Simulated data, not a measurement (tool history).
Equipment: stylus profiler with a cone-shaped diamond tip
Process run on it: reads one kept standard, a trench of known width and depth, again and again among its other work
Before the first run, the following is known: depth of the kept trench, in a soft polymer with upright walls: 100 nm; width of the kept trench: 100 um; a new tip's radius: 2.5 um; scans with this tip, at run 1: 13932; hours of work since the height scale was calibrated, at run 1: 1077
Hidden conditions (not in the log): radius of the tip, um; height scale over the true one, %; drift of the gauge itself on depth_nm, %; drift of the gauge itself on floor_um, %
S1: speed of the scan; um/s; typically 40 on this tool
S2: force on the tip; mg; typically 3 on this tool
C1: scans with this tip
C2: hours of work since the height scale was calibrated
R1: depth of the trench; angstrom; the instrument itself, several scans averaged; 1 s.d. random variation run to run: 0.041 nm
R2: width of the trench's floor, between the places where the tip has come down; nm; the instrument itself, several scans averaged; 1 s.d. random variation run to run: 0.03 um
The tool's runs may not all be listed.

run	day	S1	S2	C1	C2	R1	R2
1	0	40	3	13932	1077	1014.3	97670
2	0.438	50	3	14012	1083	1013.7	97680
3	0.854	50	3	14088	1089	1014.1	97590
# day 0.988: new tip fitted, height scale calibrated
4	1.483	50	3	90	7	1019.8	98330
5	2.267	50	3	234	18	1020.4	98230
6	2.9	50	3	349	27	1020.2	98270
7	3.333	40	1.4	428	33	1011.1	98220
8	3.738	40	1.4	502	39	1011.2	98230
9	4.375	33	3.94	619	48	1023.9	98350
10	4.996	14	1.4	732	56	1011.7	98470
11	5.575	14	1.4	838	65	1012.6	98420
12	6.025	14	1.4	920	71	1011.9	98440
13	6.625	118	1.35	1029	79	1011.7	97460
14	7.042	16	8.12	1105	85	1038	98400
15	7.762	16	8.12	1237	96	1038	98420

What would each run have given without the hidden state, its run-to-run variation left as it was?
run	R1	R2
1	1020	98380
2	1019.3	98380
3	1019.9	98300
4	1019.4	98340
5	1020.1	98250
6	1019.9	98300
7	1010.8	98250
8	1011	98270
9	1023.8	98400
10	1011.6	98520
11	1012.5	98480
12	1011.8	98500
13	1011.6	97530
14	1038	98480
15	1038.1	98510

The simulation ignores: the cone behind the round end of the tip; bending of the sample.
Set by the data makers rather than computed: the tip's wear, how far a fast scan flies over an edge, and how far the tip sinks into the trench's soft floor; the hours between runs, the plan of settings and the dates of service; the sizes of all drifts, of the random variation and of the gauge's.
